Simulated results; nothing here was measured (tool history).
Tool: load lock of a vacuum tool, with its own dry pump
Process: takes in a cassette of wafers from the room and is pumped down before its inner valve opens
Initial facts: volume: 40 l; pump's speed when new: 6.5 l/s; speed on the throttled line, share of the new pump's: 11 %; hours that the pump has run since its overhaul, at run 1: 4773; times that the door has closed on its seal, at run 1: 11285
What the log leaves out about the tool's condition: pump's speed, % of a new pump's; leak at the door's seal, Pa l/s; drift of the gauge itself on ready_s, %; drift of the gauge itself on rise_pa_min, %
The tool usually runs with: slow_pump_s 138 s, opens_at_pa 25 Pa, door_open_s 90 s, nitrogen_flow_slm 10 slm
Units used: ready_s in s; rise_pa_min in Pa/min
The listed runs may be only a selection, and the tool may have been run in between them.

run    hour  slow_pump_s  opens_at_pa  door_open_s  nitrogen_flow_slm  hours that the pump has run since its overhaul  times that the door has closed on its seal  incoming humidity of the room's air, %  ready_s  rise_pa_min
  1     0.0          138           25           90                 10                                            4773                                       11285                                    45.0    179.4        0.105
  2   368.4          138           25           90                 10                                            5142                                       13061                                    45.6    178.4        0.109
  3   857.3          138           25           90                 10                                            5631                                       15417                                    45.4    179.7        0.119
  4  1189.9          138           25           90                 10                                            5963                                       17019                                    47.0    180.4        0.125
  5  1624.7          138           25           90                 10                                            6398                                       19115                                    46.2    179.8        0.134
  6  1902.9          138           25           90                 10                                            6676                                       20455                                    44.2    180.2        0.134
  7  2327.1          138           40           85                 10                                            7100                                       22499                                    47.5    177.4        0.144
  8  2749.9           78           32           85                  9                                            7523                                       24537                                    45.5    128.7        0.151
  9  3326.1           71           43           26                 10                                            8099                                       27313                                    42.9    119.4        0.120
 10  3864.9           71           18           26                 10                                            8638                                       29910                                    42.8    127.9        0.133

Selected run-to-run steps in ready_s, each split into two signed amounts: the part the tool would show with no hidden state at all (from settings, incoming material and random variation), and the remainder, which goes to the hidden state together with any gauge scatter not common to the measured and the hidden-state-free results:
Run 7 -> 8: slow_pump_s 138 -> 78, opens_at_pa 40 -> 32, nitrogen_flow_slm 10 -> 9. ready_s -48.7 s: hidden state +2.4, all else -51.1.
